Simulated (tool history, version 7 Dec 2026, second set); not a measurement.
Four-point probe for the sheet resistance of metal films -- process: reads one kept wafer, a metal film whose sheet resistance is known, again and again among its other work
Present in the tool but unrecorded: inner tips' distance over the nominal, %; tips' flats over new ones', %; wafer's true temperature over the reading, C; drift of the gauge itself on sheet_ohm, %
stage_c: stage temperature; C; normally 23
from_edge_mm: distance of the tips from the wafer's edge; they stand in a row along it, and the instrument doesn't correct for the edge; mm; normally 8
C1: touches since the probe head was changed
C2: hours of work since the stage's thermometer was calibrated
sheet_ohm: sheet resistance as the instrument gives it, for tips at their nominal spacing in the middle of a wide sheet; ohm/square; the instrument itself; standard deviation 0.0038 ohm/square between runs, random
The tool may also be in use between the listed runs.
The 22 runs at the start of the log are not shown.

run 23 day=22.733 | stage_c=25 from_edge_mm=15 | C1=115595 C2=1072 | sheet_ohm=19.445966
run 24 day=23.5 | stage_c=34 from_edge_mm=5 | C1=116342 C2=1083 | sheet_ohm=19.545537
run 25 day=24.279 | stage_c=26 from_edge_mm=4 | C1=117099 C2=1095 | sheet_ohm=19.60432
-- day=24.4 stage's thermometer calibrated
run 26 day=25.146 | stage_c=20 from_edge_mm=36 | C1=117925 C2=11 | sheet_ohm=19.419879
run 27 day=26.338 | stage_c=20 from_edge_mm=36 | C1=119084 C2=29 | sheet_ohm=19.435641
run 28 day=27.258 | stage_c=34 from_edge_mm=13 | C1=119982 C2=43 | sheet_ohm=19.457296
run 29 day=27.925 | stage_c=34 from_edge_mm=13 | C1=120634 C2=53 | sheet_ohm=19.463249
-- day=28.304 new probe head fitted
run 30 day=29.342 | stage_c=19 from_edge_mm=4 | C1=1010 C2=74 | sheet_ohm=19.331789
run 31 day=30.067 | stage_c=19 from_edge_mm=4 | C1=1718 C2=85 | sheet_ohm=19.322166
-- day=31.075 stage's thermometer calibrated, once more
run 32 day=31.175 | stage_c=19 from_edge_mm=4 | C1=2774 C2=1 | sheet_ohm=19.349581
run 33 day=32.504 | stage_c=30 from_edge_mm=69 | C1=4069 C2=21 | sheet_ohm=19.197264
run 34 day=33.858 | stage_c=30 from_edge_mm=69 | C1=5389 C2=42 | sheet_ohm=19.205186
run 35 day=34.508 | stage_c=18 from_edge_mm=6 | C1=6023 C2=52 | sheet_ohm=19.263628
run 36 day=35.508 | stage_c=28 from_edge_mm=11 | C1=6998 C2=67 | sheet_ohm=19.226323
run 37 day=36.867 | stage_c=28 from_edge_mm=11 | C1=8321 C2=87 | sheet_ohm=19.230002
run 38 day=37.588 | stage_c=23 from_edge_mm=67 | C1=9023 C2=98 | sheet_ohm=19.213426
run 39 day=38.433 | stage_c=29 from_edge_mm=54 | C1=9849 C2=111 | sheet_ohm=19.212857
run 40 day=39.658 | stage_c=29 from_edge_mm=54 | C1=11043 C2=129 | sheet_ohm=19.21743
run 41 day=40.929 | stage_c=34 from_edge_mm=11 | C1=12281 C2=148 | sheet_ohm=19.245965
run 42 day=42.283 | stage_c=25 from_edge_mm=27 | C1=13603 C2=169 | sheet_ohm=19.217615
run 43 day=43.554 | stage_c=29 from_edge_mm=5 | C1=14841 C2=188 | sheet_ohm=19.324101
run 44 day=44.467 | stage_c=19 from_edge_mm=6 | C1=15730 C2=202 | sheet_ohm=19.284026

Forecast each of these 3 alternatives for the next run:
run A day=45.825 | stage_c=23 from_edge_mm=3 | C1=17051 C2=222 | sheet_ohm=?
run B day=45.825 | stage_c=29 from_edge_mm=7 | C1=17051 C2=222 | sheet_ohm=?
run C day=45.825 | stage_c=19 from_edge_mm=7 | C1=17051 C2=222 | sheet_ohm=?

run=A sheet_ohm=19.503763
run=B sheet_ohm=19.275911
run=C sheet_ohm=19.27246
What these runs would have given with no unlogged condition in the tool:
run=A sheet_ohm=19.469334
run=B sheet_ohm=19.241831
run=C sheet_ohm=19.238421

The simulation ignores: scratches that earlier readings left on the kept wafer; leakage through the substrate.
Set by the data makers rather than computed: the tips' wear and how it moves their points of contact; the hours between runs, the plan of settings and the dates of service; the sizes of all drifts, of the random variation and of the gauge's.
